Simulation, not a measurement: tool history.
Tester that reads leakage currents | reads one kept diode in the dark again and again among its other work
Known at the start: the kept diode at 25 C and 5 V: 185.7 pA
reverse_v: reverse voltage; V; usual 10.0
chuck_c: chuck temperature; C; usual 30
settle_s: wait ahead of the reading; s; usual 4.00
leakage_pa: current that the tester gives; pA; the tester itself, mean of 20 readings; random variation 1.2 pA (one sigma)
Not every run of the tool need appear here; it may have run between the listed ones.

run,day,reverse_v,chuck_c,settle_s,leakage_pa
1,0.000,10.0,30,4.00,380.81
2,1.342,10.0,30,4.00,378.24
3,2.712,10.0,30,4.00,376.93
4,4.371,10.0,30,4.00,378.94
5,5.521,10.0,30,4.00,376.88
6,6.921,10.0,52,4.00,1729.93
7,7.767,10.0,52,4.00,1738.92
8,8.650,10.0,52,4.00,1741.49
9,9.888,10.0,52,4.00,1731.05
10,10.842,10.0,52,4.00,1740.44
11,11.604,10.0,52,4.00,1732.50
12,12.862,10.0,23,4.00,227.56
13,14.254,1.9,30,4.00,143.99
14,15.046,1.6,30,4.00,130.54
15,15.746,19.7,30,7.90,558.74
16,17.367,1.4,22,7.90,66.16
17,19.004,1.4,22,7.90,66.10
18,20.350,1.4,22,7.90,65.21
19,21.450,2.6,44,4.00,466.72
20,22.275,10.6,58,4.00,2596.84
21,22.996,10.0,42,4.00,871.39
22,24.538,10.0,42,4.00,869.49
23,25.454,10.0,24,4.00,242.46
24,26.675,10.0,31,1.98,400.12
25,27.692,1.1,43,1.98,267.01
26,29.212,1.6,30,0.79,129.49
27,30.704,2.5,45,3.65,486.69

Below are 5 alternative next runs, each starting from the tool's condition after run 27. Predict each:
A,31.633,2.5,45,0.32,?
B,31.633,3.8,45,9.50,?
C,31.633,2.5,41,3.65,?
D,31.633,14.9,45,3.65,?
E,31.633,2.5,45,0.37,?

run,leakage_pa
A,483.94
B,612.80
C,366.46
D,1340.97
E,487.78
Without the tool's hidden state the same runs would have given:
run,leakage_pa
A,546.52
B,690.42
C,413.57
D,1491.98
E,550.87

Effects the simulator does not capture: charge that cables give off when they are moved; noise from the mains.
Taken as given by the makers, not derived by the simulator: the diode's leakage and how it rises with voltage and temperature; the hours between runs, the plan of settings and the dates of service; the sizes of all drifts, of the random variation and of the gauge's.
